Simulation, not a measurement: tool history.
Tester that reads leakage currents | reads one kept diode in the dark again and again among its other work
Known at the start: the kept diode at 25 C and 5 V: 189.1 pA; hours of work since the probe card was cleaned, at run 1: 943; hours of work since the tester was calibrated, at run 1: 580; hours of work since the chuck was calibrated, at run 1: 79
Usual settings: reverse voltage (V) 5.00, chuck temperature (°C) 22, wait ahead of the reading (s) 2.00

run,hour,reverse voltage (V),chuck temperature (°C),wait ahead of the reading (s),hours of work since the probe card was cleaned,hours of work since the tester was calibrated,hours of work since the chuck was calibrated,current that the tester gives (pA)
1,0.0,5.00,22,2.00,943,580,79,144.74
2,50.8,5.00,22,2.00,979,616,115,146.38
3,99.7,5.00,22,2.00,1014,651,150,146.51
4,127.0,5.00,22,2.00,1033,671,169,147.09
5,159.8,5.00,55,2.00,1057,694,193,2524.76
6,209.7,5.00,55,2.00,1092,730,228,2535.34
7,244.1,1.49,22,2.00,1117,754,253,73.03
8,273.3,5.00,22,2.00,1138,775,274,148.60
9,298.1,5.00,22,3.38,1156,793,292,149.25
10,351.5,5.00,22,2.00,1194,831,330,149.81
11,401.6,5.00,22,2.00,1229,867,365,150.34
12,450.9,5.00,22,2.00,1265,902,401,150.96
13,498.2,5.00,22,2.00,1298,935,434,151.00
14,537.8,5.00,22,2.00,1327,964,463,151.42
15,564.8,5.00,22,2.00,1346,983,482,151.06
16,600.1,5.00,22,2.00,1371,1008,507,152.07
17,641.3,5.00,22,2.00,1400,1038,536,152.47
18,677.5,5.00,24,2.00,1426,1063,562,184.39
19,719.9,5.00,24,2.00,1456,1094,592,185.61
20,743.3,5.00,24,2.00,1473,1110,609,186.13
21,788.5,5.00,22,0.66,1505,1143,641,154.99
22,829.6,5.00,22,0.66,1535,1172,671,155.94
# hour 849.1: chuck's temperature calibrated
23,855.1,3.93,39,1.46,1551,1189,4,590.31
24,897.2,3.93,39,1.36,1581,1219,34,588.47
25,928.2,12.85,39,5.56,1604,1241,56,1176.21
26,967.4,12.85,39,5.56,1632,1269,84,1184.86
27,999.8,3.43,37,8.32,1655,1292,107,462.23
28,1029.6,3.43,37,8.32,1676,1313,129,461.03
29,1073.3,3.43,37,8.32,1707,1344,160,461.53
30,1125.7,3.43,37,8.32,1744,1382,197,463.83
31,1176.6,3.43,37,8.32,1781,1418,234,466.68
32,1220.9,4.51,41,4.25,1812,1450,265,770.91
33,1247.2,7.09,22,9.27,1831,1468,284,185.71
34,1276.2,7.09,22,9.27,1852,1489,305,186.42
35,1315.7,7.09,22,9.27,1880,1517,333,186.63
36,1339.7,7.09,22,9.27,1897,1534,350,187.75
37,1366.7,5.00,48,0.72,1916,1554,369,1470.37
38,1395.8,5.00,48,0.72,1937,1574,390,1480.76
39,1433.7,9.52,48,1.35,1964,1601,417,2144.21

Forecast each of these 5 alternatives for the next run:
A,1471.9,5.00,28,2.00,1991,1629,444,?
B,1471.9,1.77,22,2.00,1991,1629,444,?
C,1471.9,2.65,40,2.00,1991,1629,444,?
D,1471.9,8.62,48,1.35,1991,1629,444,?
E,1471.9,7.52,22,2.00,1991,1629,444,?

run,current that the tester gives (pA)
A,266.40
B,83.59
C,526.33
D,2034.34
E,197.10
Without the tool's hidden state the same runs would have given:
run,current that the tester gives (pA)
A,250.90
B,78.39
C,505.67
D,1958.70
E,180.67

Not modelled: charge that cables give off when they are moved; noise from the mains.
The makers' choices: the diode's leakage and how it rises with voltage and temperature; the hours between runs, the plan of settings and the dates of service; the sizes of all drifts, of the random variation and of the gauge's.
